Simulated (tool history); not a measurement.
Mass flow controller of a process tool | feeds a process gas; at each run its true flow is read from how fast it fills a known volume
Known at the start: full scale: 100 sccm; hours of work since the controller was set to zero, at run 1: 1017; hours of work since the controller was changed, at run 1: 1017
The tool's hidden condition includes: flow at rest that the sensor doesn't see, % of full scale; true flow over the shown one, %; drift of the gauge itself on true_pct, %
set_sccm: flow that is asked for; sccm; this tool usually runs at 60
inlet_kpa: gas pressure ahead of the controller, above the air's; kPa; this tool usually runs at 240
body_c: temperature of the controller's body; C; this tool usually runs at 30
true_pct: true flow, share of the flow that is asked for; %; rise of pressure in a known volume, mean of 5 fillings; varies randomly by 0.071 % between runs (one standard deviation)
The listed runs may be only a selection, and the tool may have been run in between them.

run,day,set_sccm,inlet_kpa,body_c,hours of work since the controller was set to zero,hours of work since the controller was changed,true_pct
1,0.000,60,240,30,1017,1017,99.61
2,2.604,60,178,30,1062,1062,99.23
3,5.092,94,240,30,1104,1104,100.35
4,6.954,60,240,30,1136,1136,99.48
5,9.325,60,240,30,1177,1177,99.64
6,12.029,60,240,30,1223,1223,99.64
7,15.879,60,240,30,1288,1288,99.58
8,18.462,60,240,21,1333,1333,99.12
9,22.654,60,240,21,1404,1404,99.08
10,25.400,60,240,21,1451,1451,99.12
11,28.533,12,240,30,1505,1505,100.11
12,32.629,12,240,30,1574,1574,99.96
13,35.700,12,240,30,1627,1627,99.91
14,38.908,60,240,30,1682,1682,99.59
15,41.325,60,232,30,1723,1723,99.46
16,44.846,60,232,30,1783,1783,99.59
17,47.242,60,240,20,1824,1824,99.16
18,50.838,60,240,20,1885,1885,98.93
19,54.788,60,240,20,1953,1953,99.08
20,58.812,60,240,30,2021,2021,99.47
21,60.558,19,145,30,2051,2051,98.96
22,62.833,68,240,35,2090,2090,99.93
23,65.817,66,240,36,2141,2141,99.97
24,69.725,60,240,30,2208,2208,99.59
25,73.138,14,240,25,2266,2266,100.00
26,75.271,69,259,28,2302,2302,99.63
27,77.342,69,259,28,2338,2338,99.71
28,79.033,69,259,28,2367,2367,99.68
29,81.067,69,213,37,2401,2401,99.80
30,84.204,60,222,30,2455,2455,99.29
31,87.700,60,225,34,2515,2515,99.68
32,89.646,25,273,34,2548,2548,100.02
33,92.404,25,149,34,2595,2595,98.97
34,94.708,60,240,25,2634,2634,99.22
35,97.217,96,240,34,2677,2677,100.28
36,99.112,18,256,33,2710,2710,100.21
37,102.967,13,269,20,2775,2775,100.37
38,106.338,98,240,30,2833,2833,99.99
39,108.188,98,240,30,2864,2864,99.92
40,110.638,60,178,24,2906,2906,98.67

What if the next run were any one of these 4? Each begins from the tool's condition after run 40:
A,114.525,60,178,37,2973,2973,?
B,114.525,60,178,25,2973,2973,?
C,114.525,98,259,24,2973,2973,?
D,114.525,60,214,24,2973,2973,?

run,true_pct
A,99.20
B,98.82
C,99.87
D,98.95
What these runs would have given with no unlogged condition in the tool:
run,true_pct
A,99.46
B,99.08
C,100.38
D,99.20
